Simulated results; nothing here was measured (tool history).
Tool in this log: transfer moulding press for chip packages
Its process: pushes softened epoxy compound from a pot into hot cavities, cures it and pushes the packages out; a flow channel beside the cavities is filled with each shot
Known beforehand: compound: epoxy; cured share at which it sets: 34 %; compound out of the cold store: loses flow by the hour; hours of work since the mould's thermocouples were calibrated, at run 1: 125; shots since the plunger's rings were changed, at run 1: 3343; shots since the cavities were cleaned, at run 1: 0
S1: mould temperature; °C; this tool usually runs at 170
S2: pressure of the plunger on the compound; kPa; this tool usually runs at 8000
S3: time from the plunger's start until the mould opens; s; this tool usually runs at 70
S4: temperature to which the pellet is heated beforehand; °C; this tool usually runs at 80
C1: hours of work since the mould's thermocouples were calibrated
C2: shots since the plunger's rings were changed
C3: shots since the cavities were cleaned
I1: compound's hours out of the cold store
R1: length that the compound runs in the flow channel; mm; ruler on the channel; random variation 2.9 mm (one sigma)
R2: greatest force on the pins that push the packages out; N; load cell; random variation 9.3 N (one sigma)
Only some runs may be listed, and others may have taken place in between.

run 1 hour=0 | S1=170 S2=8000 S3=70 S4=80 | C1=125 C2=3343 C3=0 | I1=18.6 | R1=912 R2=451
-- hour=26.6 cavities cleaned with cleaning compound and waxed
run 2 hour=48.9 | S1=170 S2=8000 S3=70 S4=80 | C1=162 C2=4348 C3=473 | I1=16 | R1=913 R2=650
-- hour=55.5 cavities cleaned with cleaning compound and waxed
-- hour=82.8 cavities cleaned with cleaning compound and waxed
run 3 hour=93 | S1=170 S2=8000 S3=70 S4=72 | C1=194 C2=5220 C3=217 | I1=26.3 | R1=867 R2=545
-- hour=111 cavities cleaned with cleaning compound and waxed
-- hour=117.9 plunger's sealing rings changed
run 4 hour=118.7 | S1=170 S2=7160 S3=70 S4=80 | C1=212 C2=18 C3=109 | I1=25.7 | R1=852 R2=477
-- hour=140.6 cavities cleaned with cleaning compound and waxed
run 5 hour=161.2 | S1=170 S2=7160 S3=70 S4=80 | C1=244 C2=887 C3=436 | I1=47.8 | R1=767 R2=566
-- hour=167.4 mould's thermocouples calibrated
-- hour=172.7 cavities cleaned with cleaning compound and waxed
-- hour=200.5 cavities cleaned with cleaning compound and waxed
run 6 hour=202 | S1=170 S2=7160 S3=70 S4=80 | C1=25 C2=1647 C3=33 | I1=11.2 | R1=903 R2=432
-- hour=228.5 cavities cleaned with cleaning compound and waxed
run 7 hour=229.9 | S1=170 S2=7160 S3=70 S4=80 | C1=46 C2=2206 C3=29 | I1=36.8 | R1=801 R2=427
-- hour=257.5 cavities cleaned with cleaning compound and waxed
-- hour=269.4 mould's thermocouples calibrated, once more
run 8 hour=273 | S1=170 S2=7990 S3=70 S4=80 | C1=3 C2=3045 C3=286 | I1=33.5 | R1=852 R2=548
-- hour=286.2 cavities cleaned with cleaning compound and waxed
-- hour=314.1 cavities cleaned with cleaning compound and waxed
run 9 hour=324.8 | S1=170 S2=7990 S3=80 S4=75 | C1=41 C2=4079 C3=225 | I1=16.1 | R1=920 R2=472
-- hour=341.8 cavities cleaned with cleaning compound and waxed
run 10 hour=357.2 | S1=166 S2=8940 S3=102 S4=74 | C1=66 C2=4734 C3=325 | I1=8.9 | R1=1016 R2=487
-- hour=369.3 cavities cleaned with cleaning compound and waxed
-- hour=397.1 cavities cleaned with cleaning compound and waxed
run 11 hour=397.5 | S1=166 S2=8940 S3=102 S4=74 | C1=95 C2=5526 C3=10 | I1=47.6 | R1=844 R2=383
-- hour=403.9 plunger's sealing rings changed
-- hour=427.5 cavities cleaned with cleaning compound and waxed
run 12 hour=432.5 | S1=166 S2=9820 S3=102 S4=74 | C1=120 C2=575 C3=107 | I1=43.3 | R1=934 R2=412
-- hour=454.5 cavities cleaned with cleaning compound and waxed
run 13 hour=454.5 | S1=170 S2=8000 S3=72 S4=80 | C1=136 C2=1009 C3=0 | I1=34.6 | R1=854 R2=417
-- hour=481.6 cavities cleaned with cleaning compound and waxed
run 14 hour=499.3 | S1=171 S2=9870 S3=72 S4=80 | C1=170 C2=1927 C3=375 | I1=44.8 | R1=897 R2=518
-- hour=509.2 cavities cleaned with cleaning compound and waxed
-- hour=535.6 cavities cleaned with cleaning compound and waxed
run 15 hour=549.5 | S1=171 S2=9870 S3=72 S4=80 | C1=207 C2=2928 C3=295 | I1=36 | R1=934 R2=524

Branching from run 15: 4 alternative next runs. What would each branch give?
-- hour=562.6 cavities cleaned with cleaning compound and waxed
-- hour=589.9 cavities cleaned with cleaning compound and waxed
run A hour=589.9 | S1=170 S2=6510 S3=70 S4=82 | C1=237 C2=3721 C3=0 | I1=14.3 | R1=? R2=?
-- hour=562.6 cavities cleaned with cleaning compound and waxed
-- hour=589.9 cavities cleaned with cleaning compound and waxed
run B hour=589.9 | S1=170 S2=8000 S3=70 S4=75 | C1=237 C2=3721 C3=0 | I1=10.3 | R1=? R2=?
-- hour=562.6 cavities cleaned with cleaning compound and waxed
-- hour=589.9 cavities cleaned with cleaning compound and waxed
run C hour=589.9 | S1=171 S2=9870 S3=72 S4=85 | C1=237 C2=3721 C3=0 | I1=14.7 | R1=? R2=?
-- hour=562.6 cavities cleaned with cleaning compound and waxed
-- hour=589.9 cavities cleaned with cleaning compound and waxed
run D hour=589.9 | S1=170 S2=8170 S3=89 S4=78 | C1=237 C2=3721 C3=0 | I1=28.7 | R1=? R2=?

run=A R1=834 R2=430
run=B R1=950 R2=447
run=C R1=1021 R2=407
run=D R1=870 R2=370
Stripped of hidden state, with their random variation kept, the same runs would have yielded:
run=A R1=860 R2=442
run=B R1=980 R2=461
run=C R1=1053 R2=415
run=D R1=896 R2=370
